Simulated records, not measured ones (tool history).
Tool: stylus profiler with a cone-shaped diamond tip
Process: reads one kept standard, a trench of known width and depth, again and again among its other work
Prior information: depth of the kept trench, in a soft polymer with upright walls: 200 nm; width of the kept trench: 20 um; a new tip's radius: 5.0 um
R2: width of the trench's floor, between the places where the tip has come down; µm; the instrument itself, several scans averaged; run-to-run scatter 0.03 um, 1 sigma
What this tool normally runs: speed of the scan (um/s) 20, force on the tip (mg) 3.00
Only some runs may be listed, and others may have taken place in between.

Run 1, hour 0.0: usual settings. Result: depth of the trench (nm) 202.41, R2 16.73 µm.
Run 2, hour 46.6: usual settings. Result: depth of the trench (nm) 202.36, R2 16.75 µm.
Run 3, hour 70.8: usual settings. Result: depth of the trench (nm) 202.35, R2 16.73 µm.
Run 4, hour 99.5: usual settings. Result: depth of the trench (nm) 202.38, R2 16.74 µm.
Run 5, hour 145.6: usual settings. Result: depth of the trench (nm) 202.46, R2 16.68 µm.
Run 6, hour 202.8: usual settings. Result: depth of the trench (nm) 202.41, R2 16.70 µm.
Run 7, hour 228.2: usual settings but speed of the scan (um/s) 32. Result: depth of the trench (nm) 202.40, R2 16.65 µm.
Run 8, hour 272.7: usual settings but speed of the scan (um/s) 32. Result: depth of the trench (nm) 202.39, R2 16.65 µm.
Run 9, hour 326.2: usual settings but speed of the scan (um/s) 32. Result: depth of the trench (nm) 202.35, R2 16.61 µm.
Run 10, hour 375.8: usual settings. Result: depth of the trench (nm) 202.39, R2 16.63 µm.
Run 11, hour 423.0: usual settings. Result: depth of the trench (nm) 202.46, R2 16.65 µm.
Run 12, hour 450.5: usual settings. Result: depth of the trench (nm) 202.40, R2 16.59 µm.
Run 13, hour 486.2: usual settings but speed of the scan (um/s) 5. Result: depth of the trench (nm) 202.49, R2 16.69 µm.
Run 14, hour 527.4: usual settings. Result: depth of the trench (nm) 202.40, R2 16.57 µm.
Run 15, hour 571.6: usual settings. Result: depth of the trench (nm) 202.55, R2 16.59 µm.
Run 16, hour 595.9: usual settings but speed of the scan (um/s) 36. Result: depth of the trench (nm) 202.48, R2 16.55 µm.
Run 17, hour 639.7: usual settings but speed of the scan (um/s) 36. Result: depth of the trench (nm) 202.38, R2 16.59 µm.
Run 18, hour 687.3: usual settings but speed of the scan (um/s) 36. Result: depth of the trench (nm) 202.40, R2 16.55 µm.
Run 19, hour 722.4: usual settings but force on the tip (mg) 1.59. Result: depth of the trench (nm) 201.69, R2 16.56 µm.
Run 20, hour 758.9: usual settings but speed of the scan (um/s) 42, force on the tip (mg) 1.59. Result: depth of the trench (nm) 201.70, R2 16.42 µm.
Run 21, hour 803.4: usual settings but speed of the scan (um/s) 42, force on the tip (mg) 1.59. Result: depth of the trench (nm) 201.71, R2 16.36 µm.
Run 22, hour 831.7: usual settings but speed of the scan (um/s) 10. Result: depth of the trench (nm) 202.47, R2 16.53 µm.
Run 23, hour 864.8: usual settings but speed of the scan (um/s) 35. Result: depth of the trench (nm) 202.47, R2 16.51 µm.
Run 24, hour 913.2: usual settings but speed of the scan (um/s) 35. Result: depth of the trench (nm) 202.54, R2 16.47 µm.
Run 25, hour 954.3: usual settings but speed of the scan (um/s) 21, force on the tip (mg) 4.08. Result: depth of the trench (nm) 203.04, R2 16.47 µm.
Run 26, hour 999.6: usual settings but speed of the scan (um/s) 44. Result: depth of the trench (nm) 202.56, R2 16.42 µm.
Run 27, hour 1047.2: usual settings but speed of the scan (um/s) 44. Result: depth of the trench (nm) 202.53, R2 16.38 µm.
Run 28, hour 1074.3: usual settings but speed of the scan (um/s) 6, force on the tip (mg) 1.99. Result: depth of the trench (nm) 202.00, R2 16.51 µm.
Run 29, hour 1097.8: usual settings but speed of the scan (um/s) 30, force on the tip (mg) 7.98. Result: depth of the trench (nm) 204.68, R2 16.48 µm.
Run 30, hour 1154.1: usual settings but speed of the scan (um/s) 5, force on the tip (mg) 5.75. Result: depth of the trench (nm) 203.69, R2 16.48 µm.
Run 31, hour 1180.7: usual settings but force on the tip (mg) 3.25. Result: depth of the trench (nm) 202.59, R2 16.46 µm.
Run 32, hour 1229.0: usual settings but force on the tip (mg) 1.05. Result: depth of the trench (nm) 201.33, R2 16.39 µm.
Run 33, hour 1277.9: usual settings but speed of the scan (um/s) 14, force on the tip (mg) 6.29. Result: depth of the trench (nm) 204.00, R2 16.39 µm.
Run 34, hour 1307.3: usual settings but speed of the scan (um/s) 6, force on the tip (mg) 4.05. Result: depth of the trench (nm) 203.02, R2 16.44 µm.
Run 35, hour 1351.8: usual settings but speed of the scan (um/s) 6, force on the tip (mg) 4.05. Result: depth of the trench (nm) 203.05, R2 16.43 µm.
Run 36, hour 1393.3: usual settings but speed of the scan (um/s) 12, force on the tip (mg) 2.85. Result: depth of the trench (nm) 202.47, R2 16.40 µm.
Run 37, hour 1438.6: usual settings but speed of the scan (um/s) 25. Result: depth of the trench (nm) 202.58, R2 16.35 µm.
Run 38, hour 1489.9: usual settings but speed of the scan (um/s) 34, force on the tip (mg) 1.96. Result: depth of the trench (nm) 202.06, R2 16.31 µm.
Run 39, hour 1532.1: usual settings but speed of the scan (um/s) 33, force on the tip (mg) 1.46. Result: depth of the trench (nm) 201.72, R2 16.28 µm.
Run 40, hour 1563.3: usual settings but speed of the scan (um/s) 15, force on the tip (mg) 6.87. Result: depth of the trench (nm) 204.17, R2 16.42 µm.
Run 41, hour 1619.0: usual settings but speed of the scan (um/s) 15, force on the tip (mg) 6.87. Result: depth of the trench (nm) 204.13, R2 16.35 µm.
Run 42, hour 1648.7: usual settings but speed of the scan (um/s) 15, force on the tip (mg) 6.87. Result: depth of the trench (nm) 204.14, R2 16.35 µm.
Run 43, hour 1681.8: usual settings but speed of the scan (um/s) 6, force on the tip (mg) 1.08. Result: depth of the trench (nm) 201.42, R2 16.34 µm.
Run 44, hour 1718.5: usual settings but speed of the scan (um/s) 11, force on the tip (mg) 4.61. Result: depth of the trench (nm) 203.47, R2 16.34 µm.
Run 45, hour 1749.6: usual settings but speed of the scan (um/s) 11, force on the tip (mg) 4.61. Result: depth of the trench (nm) 203.35, R2 16.35 µm.
Run 46, hour 1796.3: usual settings but speed of the scan (um/s) 11, force on the tip (mg) 4.61. Result: depth of the trench (nm) 203.27, R2 16.30 µm.

What would each run have given without the hidden state, its run-to-run variation left as it was?
Hidden conditions of the tool in this case: radius of the tip, um; height scale over the true one, %; drift of the gauge itself on depth_nm, %; drift of the gauge itself on floor_um, %.
run  depth of the trench (nm)     R2
  1                    202.25  17.13
  2                    202.19  17.17
  3                    202.18  17.15
  4                    202.21  17.17
  5                    202.28  17.12
  6                    202.23  17.16
  7                    202.21  17.11
  8                    202.19  17.13
  9                    202.16  17.09
 10                    202.18  17.13
 11                    202.25  17.16
 12                    202.19  17.11
 13                    202.28  17.22
 14                    202.18  17.11
 15                    202.33  17.14
 16                    202.25  17.11
 17                    202.15  17.16
 18                    202.17  17.14
 19                    201.45  17.15
 20                    201.46  17.03
 21                    201.47  16.98
 22                    202.23  17.15
 23                    202.22  17.13
 24                    202.29  17.11
 25                    202.78  17.12
 26                    202.29  17.08
 27                    202.26  17.05
 28                    201.73  17.19
 29                    204.40  17.17
 30                    203.41  17.18
 31                    202.31  17.16
 32                    201.04  17.11
 33                    203.71  17.13
 34                    202.73  17.18
 35                    202.75  17.18
 36                    202.17  17.16
 37                    202.27  17.12
 38                    201.75  17.09
 39                    201.40  17.07
 40                    203.84  17.22
 41                    203.80  17.16
 42                    203.81  17.17
 43                    201.09  17.17
 44                    203.13  17.18
 45                    203.01  17.19
 46                    202.92  17.16

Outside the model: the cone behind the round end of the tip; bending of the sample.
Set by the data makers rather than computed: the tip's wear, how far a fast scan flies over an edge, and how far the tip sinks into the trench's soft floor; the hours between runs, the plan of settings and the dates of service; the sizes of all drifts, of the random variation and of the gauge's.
